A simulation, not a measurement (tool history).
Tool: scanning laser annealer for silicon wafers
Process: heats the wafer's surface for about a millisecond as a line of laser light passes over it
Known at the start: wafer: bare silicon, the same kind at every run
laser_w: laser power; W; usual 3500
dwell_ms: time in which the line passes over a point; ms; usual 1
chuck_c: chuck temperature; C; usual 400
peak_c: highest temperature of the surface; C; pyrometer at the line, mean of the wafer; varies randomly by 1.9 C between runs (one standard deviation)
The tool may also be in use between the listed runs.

{"run": 1, "hour": 0.0, "laser_w": 3500, "dwell_ms": 1, "chuck_c": 400, "peak_c": 1155}
{"run": 2, "hour": 23.2, "laser_w": 3500, "dwell_ms": 1, "chuck_c": 397, "peak_c": 1157}
{"run": 3, "hour": 44.7, "laser_w": 3500, "dwell_ms": 1, "chuck_c": 400, "peak_c": 1152}
{"run": 4, "hour": 64.8, "laser_w": 3500, "dwell_ms": 1, "chuck_c": 400, "peak_c": 1156}
{"run": 5, "hour": 81.9, "laser_w": 3500, "dwell_ms": 1, "chuck_c": 400, "peak_c": 1155}
{"run": 6, "hour": 95.8, "laser_w": 3500, "dwell_ms": 1, "chuck_c": 400, "peak_c": 1150}
{"run": 7, "hour": 115.6, "laser_w": 3500, "dwell_ms": 1, "chuck_c": 416, "peak_c": 1169}
{"run": 8, "hour": 130.9, "laser_w": 2984, "dwell_ms": 1, "chuck_c": 400, "peak_c": 1024}
{"run": 9, "hour": 146.9, "laser_w": 3500, "dwell_ms": 1, "chuck_c": 400, "peak_c": 1150}
{"run": 10, "hour": 173.9, "laser_w": 3500, "dwell_ms": 1, "chuck_c": 427, "peak_c": 1184}
{"run": 11, "hour": 202.2, "laser_w": 3500, "dwell_ms": 1, "chuck_c": 427, "peak_c": 1183}
{"run": 12, "hour": 229.4, "laser_w": 3409, "dwell_ms": 1, "chuck_c": 400, "peak_c": 1130}
{"hour": 236.7, "done": "window over the wafer cleaned"}
{"run": 13, "hour": 259.2, "laser_w": 3409, "dwell_ms": 0.86, "chuck_c": 392, "peak_c": 1087}
{"run": 14, "hour": 272.3, "laser_w": 3763, "dwell_ms": 1, "chuck_c": 400, "peak_c": 1233}
{"run": 15, "hour": 298.6, "laser_w": 3749, "dwell_ms": 0.98, "chuck_c": 384, "peak_c": 1206}
{"run": 16, "hour": 327.2, "laser_w": 3749, "dwell_ms": 0.82, "chuck_c": 384, "peak_c": 1147}
{"run": 17, "hour": 341.3, "laser_w": 3749, "dwell_ms": 0.82, "chuck_c": 384, "peak_c": 1146}
{"run": 18, "hour": 363.4, "laser_w": 3749, "dwell_ms": 0.82, "chuck_c": 395, "peak_c": 1159}
{"run": 19, "hour": 381.5, "laser_w": 3749, "dwell_ms": 0.82, "chuck_c": 395, "peak_c": 1156}
{"run": 20, "hour": 394.4, "laser_w": 3500, "dwell_ms": 1.25, "chuck_c": 400, "peak_c": 1236}
{"run": 21, "hour": 421.4, "laser_w": 3500, "dwell_ms": 1, "chuck_c": 439, "peak_c": 1204}
{"run": 22, "hour": 446.0, "laser_w": 3500, "dwell_ms": 1, "chuck_c": 439, "peak_c": 1201}

Branching from run 22: 5 alternative next runs. What would each branch give?
{"run": "A", "hour": 459.2, "laser_w": 3771, "dwell_ms": 1, "chuck_c": 404, "peak_c": "?"}
{"run": "B", "hour": 459.2, "laser_w": 3453, "dwell_ms": 0.75, "chuck_c": 374, "peak_c": "?"}
{"run": "C", "hour": 459.2, "laser_w": 3174, "dwell_ms": 1, "chuck_c": 437, "peak_c": "?"}
{"run": "D", "hour": 459.2, "laser_w": 3062, "dwell_ms": 1.14, "chuck_c": 403, "peak_c": "?"}
{"run": "E", "hour": 459.2, "laser_w": 3500, "dwell_ms": 0.85, "chuck_c": 366, "peak_c": "?"}

run=A peak_c=1238
run=B peak_c=1037
run=C peak_c=1114
run=D peak_c=1087
run=E peak_c=1077
Stripped of hidden state, with their random variation kept, the same runs would have yielded:
run=A peak_c=1253
run=B peak_c=1049
run=C peak_c=1126
run=D peak_c=1099
run=E peak_c=1090

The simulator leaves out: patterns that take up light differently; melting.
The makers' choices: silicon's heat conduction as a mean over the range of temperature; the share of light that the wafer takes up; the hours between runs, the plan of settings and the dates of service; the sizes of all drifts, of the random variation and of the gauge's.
